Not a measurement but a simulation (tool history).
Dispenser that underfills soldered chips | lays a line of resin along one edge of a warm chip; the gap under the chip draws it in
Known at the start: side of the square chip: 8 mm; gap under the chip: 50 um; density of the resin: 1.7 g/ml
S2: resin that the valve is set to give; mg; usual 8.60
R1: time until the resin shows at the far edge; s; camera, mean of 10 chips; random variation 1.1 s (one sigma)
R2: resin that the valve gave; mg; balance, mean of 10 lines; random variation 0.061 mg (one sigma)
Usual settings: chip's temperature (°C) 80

run 1 hour=0.0 | chip's_temperature_(°C)=80 S2=8.60 | R1=157.5 R2=7.84
run 2 hour=5.4 | chip's_temperature_(°C)=80 S2=8.60 | R1=208.1 R2=7.89
run 3 hour=18.7 | chip's_temperature_(°C)=80 S2=9.86 | R1=176.8 R2=8.76
run 4 hour=31.6 | chip's_temperature_(°C)=80 S2=9.86 | R1=146.4 R2=8.66
run 5 hour=38.5 | chip's_temperature_(°C)=80 S2=9.86 | R1=207.0 R2=8.67
run 6 hour=49.7 | chip's_temperature_(°C)=80 S2=8.77 | R1=168.2 R2=7.63
run 7 hour=57.4 | chip's_temperature_(°C)=80 S2=9.94 | R1=102.1 R2=8.67
run 8 hour=66.3 | chip's_temperature_(°C)=80 S2=9.94 | R1=169.1 R2=8.50
run 9 hour=75.2 | chip's_temperature_(°C)=80 S2=9.94 | R1=114.6 R2=8.54
run 10 hour=85.2 | chip's_temperature_(°C)=80 S2=9.94 | R1=180.8 R2=9.94
run 11 hour=97.5 | chip's_temperature_(°C)=80 S2=9.94 | R1=147.4 R2=9.95
run 12 hour=109.5 | chip's_temperature_(°C)=67 S2=7.67 | R1=217.5 R2=7.52
run 13 hour=117.1 | chip's_temperature_(°C)=86 S2=8.58 | R1=143.7 R2=8.43
run 14 hour=128.6 | chip's_temperature_(°C)=86 S2=8.44 | R1=109.9 R2=8.16
run 15 hour=140.1 | chip's_temperature_(°C)=92 S2=8.17 | R1=67.1 R2=8.03
run 16 hour=148.6 | chip's_temperature_(°C)=92 S2=8.17 | R1=104.5 R2=7.91
run 17 hour=158.7 | chip's_temperature_(°C)=87 S2=10.90 | R1=88.1 R2=10.33
run 18 hour=164.3 | chip's_temperature_(°C)=86 S2=8.94 | R1=127.3 R2=8.51
run 19 hour=173.1 | chip's_temperature_(°C)=80 S2=8.09 | R1=114.8 R2=7.67
run 20 hour=183.0 | chip's_temperature_(°C)=71 S2=9.16 | R1=285.6 R2=8.60
run 21 hour=191.0 | chip's_temperature_(°C)=93 S2=8.16 | R1=75.1 R2=7.58
run 22 hour=198.5 | chip's_temperature_(°C)=66 S2=10.72 | R1=339.9 R2=9.98

Not shown: 13 entries that the log had between the listed runs. Between which runs, and how does the tool's hidden state differ before and after?
Between runs 2 and 3: new syringe of resin (hour 9.2)
  resin's viscosity, % of fresh resin's: 197.3 -> 168.6; dose that the valve gives, % of what is set: 90.16 -> 89.31; true chip temperature over the reading, C: 0.56 -> 0.6
  measured less the result without the state, R1: +101.9 -> +70.0 s; R2: -0.85 -> -1.05 mg
Between runs 3 and 4: new syringe of resin (hour 25.4)
  resin's viscosity, % of fresh resin's: 168.6 -> 138.9; dose that the valve gives, % of what is set: 89.31 -> 88.58; true chip temperature over the reading, C: 0.6 -> 0.64
  measured less the result without the state, R1: +70.0 -> +39.1 s; R2: -1.05 -> -1.12 mg
Between runs 5 and 6: new syringe of resin (hour 41.5)
  resin's viscosity, % of fresh resin's: 202.4 -> 159.8; dose that the valve gives, % of what is set: 88.13 -> 87.46; true chip temperature over the reading, C: 0.66 -> 0.7
  measured less the result without the state, R1: +103.1 -> +62.0 s; R2: -1.16 -> -1.10 mg
Between runs 6 and 7: new syringe of resin (hour 57.4)
  resin's viscosity, % of fresh resin's: 159.8 -> 99.7; dose that the valve gives, % of what is set: 87.46 -> 86.99; true chip temperature over the reading, C: 0.7 -> 0.72
  measured less the result without the state, R1: +62.0 -> -2.3 s; R2: -1.10 -> -1.30 mg
Between runs 8 and 9: new syringe of resin (hour 73.5)
  resin's viscosity, % of fresh resin's: 161.7 -> 109.6; dose that the valve gives, % of what is set: 86.47 -> 85.91; true chip temperature over the reading, C: 0.75 -> 0.78
  measured less the result without the state, R1: +62.4 -> +7.8 s; R2: -1.33 -> -1.40 mg
Between runs 9 and 10: dispensing valve cleaned and set on the balance (hour 77.3)
  resin's viscosity, % of fresh resin's: 109.6 -> 178.6; dose that the valve gives, % of what is set: 85.91 -> 99.48; true chip temperature over the reading, C: 0.78 -> 0.81
  measured less the result without the state, R1: +7.8 -> +76.2 s; R2: -1.40 -> -0.05 mg
Between runs 10 and 11: new syringe of resin (hour 91.0)
  resin's viscosity, % of fresh resin's: 178.6 -> 144.4; dose that the valve gives, % of what is set: 99.48 -> 98.67; true chip temperature over the reading, C: 0.81 -> 0.85
  measured less the result without the state, R1: +76.2 -> +41.6 s; R2: -0.05 -> -0.14 mg
Between runs 11 and 12: new syringe of resin (hour 106.8)
  resin's viscosity, % of fresh resin's: 144.4 -> 116.2; dose that the valve gives, % of what is set: 98.67 -> 97.98; true chip temperature over the reading, C: 0.85 -> 0.89
  measured less the result without the state, R1: +41.6 -> +23.4 s; R2: -0.14 -> -0.15 mg
Between runs 13 and 14: new syringe of resin (hour 122.8)
  resin's viscosity, % of fresh resin's: 175.5 -> 135.4; dose that the valve gives, % of what is set: 97.51 -> 96.86; true chip temperature over the reading, C: 0.91 -> 0.95
  measured less the result without the state, R1: +58.7 -> +25.7 s; R2: -0.21 -> -0.27 mg
Between runs 14 and 15: new syringe of resin (hour 139.4)
  resin's viscosity, % of fresh resin's: 135.4 -> 103.6; dose that the valve gives, % of what is set: 96.86 -> 96.14; true chip temperature over the reading, C: 0.95 -> 0.99
  measured less the result without the state, R1: +25.7 -> +0.1 s; R2: -0.27 -> -0.31 mg
Between runs 16 and 17: new syringe of resin (hour 155.7)
  resin's viscosity, % of fresh resin's: 164.2 -> 117; dose that the valve gives, % of what is set: 95.64 -> 95.02; true chip temperature over the reading, C: 1.02 -> 1.04
  measured less the result without the state, R1: +38.7 -> +9.6 s; R2: -0.35 -> -0.54 mg
Between runs 18 and 19: new syringe of resin (hour 171.4)
  resin's viscosity, % of fresh resin's: 158.7 -> 110; dose that the valve gives, % of what is set: 94.68 -> 94.18; true chip temperature over the reading, C: 1.06 -> 1.09
  measured less the result without the state, R1: +44.0 -> +6.7 s; R2: -0.48 -> -0.47 mg
Between runs 20 and 21: new syringe of resin (hour 187.4)
  resin's viscosity, % of fresh resin's: 188.1 -> 120.8; dose that the valve gives, % of what is set: 93.55 -> 93.09; true chip temperature over the reading, C: 1.12 -> 1.15
  measured less the result without the state, R1: +127.1 -> +10.9 s; R2: -0.60 -> -0.57 mg
